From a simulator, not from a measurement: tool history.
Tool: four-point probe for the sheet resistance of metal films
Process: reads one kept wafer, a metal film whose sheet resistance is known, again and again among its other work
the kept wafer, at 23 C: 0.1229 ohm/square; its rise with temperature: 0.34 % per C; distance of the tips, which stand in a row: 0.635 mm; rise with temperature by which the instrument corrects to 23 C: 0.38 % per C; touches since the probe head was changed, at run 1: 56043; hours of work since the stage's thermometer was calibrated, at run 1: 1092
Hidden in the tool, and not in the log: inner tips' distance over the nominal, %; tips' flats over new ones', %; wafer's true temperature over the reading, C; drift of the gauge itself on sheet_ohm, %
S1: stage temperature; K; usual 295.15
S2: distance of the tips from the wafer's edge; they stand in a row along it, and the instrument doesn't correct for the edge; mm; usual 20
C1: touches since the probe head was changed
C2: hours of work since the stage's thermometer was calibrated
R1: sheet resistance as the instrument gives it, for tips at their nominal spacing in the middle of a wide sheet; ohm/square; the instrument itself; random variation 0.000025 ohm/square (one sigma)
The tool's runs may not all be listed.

run   hour      S1  S2     C1    C2        R1
  1      0  295.15  20  56043  1092  0.122141
  2   98.8  295.15  20  57761  1154  0.122132
  3  195.7  295.15  20  59445  1215  0.122091
  4  338.1  295.15  20  61921  1304  0.122045
  5  407.4  301.15  20  63127  1347  0.121778
  6  503.8  301.15  20  64802  1408  0.121723
  7  618.5  301.15  20  66796  1480   0.12168
  8  742.6  295.15  25  68953  1557  0.121932
  9  838.8  295.15  12  70626  1617  0.122096

The next listed run, before its measurement:
 10  944.6  300.15  33  72466  1684   ?

R1: 0.121633 ohm/square
Without the tool's hidden state the same run would have given R1 0.12272 ohm/square.
